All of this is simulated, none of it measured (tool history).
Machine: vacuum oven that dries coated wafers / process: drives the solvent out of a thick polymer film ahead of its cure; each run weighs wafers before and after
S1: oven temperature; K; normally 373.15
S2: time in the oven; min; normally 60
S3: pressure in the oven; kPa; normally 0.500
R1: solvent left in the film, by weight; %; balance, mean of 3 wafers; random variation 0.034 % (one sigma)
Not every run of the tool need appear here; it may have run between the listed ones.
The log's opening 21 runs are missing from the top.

Run 22, day 55.554: usual settings but S1 371.15 K, S2 32 min, S3 0.631 kPa. Result: R1 4.15 %.
At day 55.971: vacuum gauge cleaned of residue and calibrated, once more.
Run 23, day 58.871: usual settings but S1 371.15 K, S2 32 min, S3 0.631 kPa. Result: R1 4.15 %.
Run 24, day 60.767: usual settings but S1 371.15 K, S2 68 min, S3 0.344 kPa. Result: R1 0.98 %.
Run 25, day 62.679: usual settings but S1 384.15 K, S2 44 min, S3 0.291 kPa. Result: R1 0.34 %.
Run 26, day 65.050: usual settings but S1 361.15 K, S2 43 min, S3 1.207 kPa. Result: R1 6.47 %.
At day 66.850: oven's thermocouples calibrated.
Run 27, day 66.979: usual settings but S1 361.15 K, S2 43 min, S3 1.207 kPa. Result: R1 6.13 %.
Run 28, day 70.258: usual settings but S2 40 min, S3 1.562 kPa. Result: R1 2.61 %.
Run 29, day 72.462: usual settings but S2 45 min. Result: R1 1.75 %.
Run 30, day 75.654: usual settings but S2 45 min. Result: R1 1.78 %.
Run 31, day 78.021: usual settings but S2 45 min. Result: R1 1.68 %.

Forecast each of these 3 alternatives for the next run:
Run A, day 80.662: usual settings but S2 99 min, S3 1.239 kPa. Result: R1 ?.
Run B, day 80.662: usual settings but S1 381.15 K, S3 0.278 kPa. Result: R1 ?.
Run C, day 80.662: usual settings but S1 363.15 K, S2 80 min, S3 0.347 kPa. Result: R1 ?.

run    R1
  A  0.77
  B  0.20
  C  1.96
With the hidden condition removed and each run's random variation left untouched, the same runs would have given:
run    R1
  A  0.71
  B  0.16
  C  1.81
